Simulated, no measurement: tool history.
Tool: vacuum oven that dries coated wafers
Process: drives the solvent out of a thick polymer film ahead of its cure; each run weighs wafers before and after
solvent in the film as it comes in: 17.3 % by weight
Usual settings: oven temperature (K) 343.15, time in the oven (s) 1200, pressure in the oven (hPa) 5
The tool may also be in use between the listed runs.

| run | day | oven temperature (K) | time in the oven (s) | pressure in the oven (hPa) | solvent left in the film (%) |
|---|---|---|---|---|---|
| 1 | 0 | 343.15 | 1200 | 5 | 3.56 |
| 2 | 1.071 | 343.15 | 1200 | 5 | 3.67 |
| 3 | 2.538 | 342.15 | 1200 | 5 | 4.1 |
| 4 | 4.3 | 342.15 | 1200 | 5 | 4.05 |
| 5 | 5.912 | 328.15 | 1200 | 5 | 9.28 |
| 6 | 7.004 | 328.15 | 1200 | 10.45 | 9.47 |
| 7 | 8.275 | 345.15 | 2040 | 12.53 | 1.62 |
| 8 | 9.667 | 345.15 | 2040 | 12.53 | 1.55 |
| 9 | 10.483 | 343.15 | 1200 | 3.55 | 3.68 |
| 10 | 11.829 | 343.15 | 1200 | 3.55 | 3.73 |

The next listed run, before its measurement:
| 11 | 12.617 | 343.15 | 1380 | 5 | ? |

solvent left in the film (%): 3.15
Without the tool's hidden state the same run would have given solvent left in the film (%) 2.49.
